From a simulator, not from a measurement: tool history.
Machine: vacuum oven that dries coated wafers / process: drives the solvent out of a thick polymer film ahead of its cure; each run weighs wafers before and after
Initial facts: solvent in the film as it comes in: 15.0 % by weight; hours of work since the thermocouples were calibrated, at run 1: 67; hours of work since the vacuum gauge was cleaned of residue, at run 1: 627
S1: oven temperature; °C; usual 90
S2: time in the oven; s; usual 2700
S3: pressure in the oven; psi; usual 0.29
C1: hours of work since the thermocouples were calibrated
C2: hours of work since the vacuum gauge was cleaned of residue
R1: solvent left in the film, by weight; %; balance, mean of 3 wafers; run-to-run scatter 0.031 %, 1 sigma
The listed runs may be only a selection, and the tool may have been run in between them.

run,hour,S1,S2,S3,C1,C2,R1
1,0,90,2700,0.29,67,627,4.73
2,55.6,105,2700,0.29,108,668,2.14
3,110.7,105,2700,0.29,148,709,2.16
4,151.6,90,3540,0.29,179,739,3.87
5,177,90,3540,0.29,198,758,3.92
6,213.1,90,3540,0.29,224,784,3.89
7,270.5,90,3540,0.29,267,827,3.9
8,299,99,2700,0.29,288,848,3.09
9,331,99,2700,0.29,311,871,3
10,388.9,90,2220,0.29,354,914,5.55
11,422.1,90,2220,0.29,379,939,5.53
12,475.8,92,2700,0.29,418,978,4.42
13,533.5,92,2700,0.29,461,1021,4.42
14,585.3,83,2700,0.29,499,1059,6.54
15,629.8,83,2700,0.819,532,1092,10.26
16,688.6,83,2700,0.819,575,1136,10.32
17,742.8,90,2700,0.29,616,1176,4.88
18,799.6,90,2700,0.29,657,1218,4.89
19,842.1,90,2700,0.29,689,1249,4.89
20,872.2,90,2700,0.29,711,1271,4.95
21,920.1,90,2700,0.29,746,1307,4.97
22,966.7,90,2700,0.29,781,1341,4.97
23,1006.6,90,2700,0.29,810,1370,4.96
24,1050.5,90,2700,0.29,843,1403,4.92
# hour 1071: vacuum gauge cleaned of residue and calibrated
25,1113.2,90,2700,0.29,888,31,4.83
26,1145.8,75,3720,0.209,912,55,6.54
27,1205.5,75,3720,0.209,956,99,6.6
28,1244.3,75,3960,0.151,985,128,5.83
# hour 1251.3: oven's thermocouples calibrated
29,1287.4,85,2520,0.29,27,158,6.29
30,1347,87,3780,0.225,71,202,3.99
31,1390,87,3780,0.225,102,234,4
# hour 1405.9: oven's thermocouples calibrated, once more
32,1422.6,87,3780,0.225,12,257,3.73
33,1461.2,87,1620,0.925,41,285,10.61
34,1513.6,87,4080,0.325,80,324,4.25
35,1575.3,98,2700,0.21,125,370,2.76
36,1609.8,90,2700,0.277,151,395,4.65
37,1636.9,90,2700,0.277,171,415,4.61
38,1679.2,90,2700,0.277,202,446,4.68
39,1735.4,90,2700,0.277,243,488,4.66
40,1787.9,90,2700,0.277,282,527,4.71
41,1841.7,101,2100,0.451,322,566,4.13
42,1890.1,92,4740,0.451,358,602,3.87
43,1930.5,91,2340,0.29,388,632,5.11
44,1957.1,90,2220,0.29,407,652,5.5
45,2014.3,90,2220,0.29,449,694,5.48
46,2062.1,103,1440,0.29,485,729,4.49
47,2109.7,103,1440,0.29,520,764,4.54

How the hidden state differs across the entries between the runs, from the last listed run before each to the first after it:
In the gap between runs 24 and 25: vacuum gauge cleaned of residue and calibrated (hour 1071)
  true wafer temperature over the reading, C: -0.41 -> -0.45; true pressure over the reading, kPa: 0.171 -> 0.02
  measured result minus the result with no hidden state, R1: +0.24 -> +0.11 %
In the gap between runs 28 and 29: oven's thermocouples calibrated (hour 1251.3)
  true wafer temperature over the reading, C: -0.54 -> -0.71; true pressure over the reading, kPa: 0.03 -> 0.034
  measured result minus the result with no hidden state, R1: +0.17 -> +0.2 %
In the gap between runs 31 and 32: oven's thermocouples calibrated, once more (hour 1405.9)
  true wafer temperature over the reading, C: -0.77 -> 0.45; true pressure over the reading, kPa: 0.042 -> 0.044
  measured result minus the result with no hidden state, R1: +0.2 -> -0.04 %

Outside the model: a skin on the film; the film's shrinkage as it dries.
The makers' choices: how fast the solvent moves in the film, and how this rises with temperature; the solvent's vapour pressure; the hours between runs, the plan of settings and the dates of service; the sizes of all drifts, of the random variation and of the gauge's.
